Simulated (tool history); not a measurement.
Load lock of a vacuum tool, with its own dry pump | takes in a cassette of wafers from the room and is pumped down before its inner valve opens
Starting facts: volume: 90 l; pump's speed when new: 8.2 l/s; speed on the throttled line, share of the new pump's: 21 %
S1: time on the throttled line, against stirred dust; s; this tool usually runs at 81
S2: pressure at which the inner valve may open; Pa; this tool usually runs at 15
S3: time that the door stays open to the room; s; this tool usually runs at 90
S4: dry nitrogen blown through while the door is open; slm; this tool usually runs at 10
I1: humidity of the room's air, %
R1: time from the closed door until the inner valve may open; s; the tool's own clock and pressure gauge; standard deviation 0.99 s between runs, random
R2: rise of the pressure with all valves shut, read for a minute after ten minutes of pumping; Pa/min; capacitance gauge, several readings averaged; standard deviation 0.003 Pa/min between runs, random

run 1 hour=0 | S1=81 S2=15 S3=90 S4=10 | I1=45.9 | R1=163.4 R2=0.139
run 2 hour=519.2 | S1=81 S2=15 S3=90 S4=10 | I1=44.2 | R1=164.9 R2=0.161
run 3 hour=1023.7 | S1=81 S2=15 S3=226 S4=10 | I1=45.9 | R1=164.1 R2=0.197
run 4 hour=1323 | S1=81 S2=23 S3=90 S4=10 | I1=49 | R1=161.5 R2=0.207
run 5 hour=1952.3 | S1=60 S2=15 S3=90 S4=10 | I1=42.8 | R1=149.7 R2=0.22
run 6 hour=2484.4 | S1=60 S2=15 S3=90 S4=10 | I1=46.9 | R1=150.2 R2=0.255
run 7 hour=2847.6 | S1=81 S2=15 S3=90 S4=10 | I1=47.3 | R1=167.1 R2=0.264
run 8 hour=3355 | S1=81 S2=12 S3=90 S4=10 | I1=44.7 | R1=172.2 R2=0.289
run 9 hour=3727.9 | S1=81 S2=12 S3=90 S4=10 | I1=38.7 | R1=170 R2=0.3
run 10 hour=4136.7 | S1=40 S2=25 S3=120 S4=27 | I1=46.9 | R1=132.1 R2=0.325
run 11 hour=4610.4 | S1=81 S2=30 S3=90 S4=10 | I1=48.1 | R1=160.4 R2=0.357
run 12 hour=5181.3 | S1=60 S2=13 S3=36 S4=10 | I1=45.8 | R1=153.7 R2=0.379
run 13 hour=5481.4 | S1=68 S2=19 S3=35 S4=10 | I1=43.9 | R1=158.4 R2=0.413
run 14 hour=5941.5 | S1=68 S2=19 S3=35 S4=10 | I1=47 | R1=157.3 R2=0.437

Results for each run, recomputed without the tool's hidden state and with each run's random variation untouched:
Unlogged tool condition in this case: pump's speed, % of a new pump's; leak at the door's seal, Pa l/s; drift of the gauge itself on ready_s, %; drift of the gauge itself on rise_pa_min, %.
run=1 R1=160.5 R2=0.04
run=2 R1=161.6 R2=0.042
run=3 R1=160.3 R2=0.059
run=4 R1=157.7 R2=0.052
run=5 R1=144.9 R2=0.042
run=6 R1=144.8 R2=0.049
run=7 R1=161.7 R2=0.045
run=8 R1=165.9 R2=0.044
run=9 R1=163.3 R2=0.034
run=10 R1=125.2 R2=0.037
run=11 R1=154 R2=0.045
run=12 R1=145.3 R2=0.028
run=13 R1=150.4 R2=0.034
run=14 R1=148.9 R2=0.028
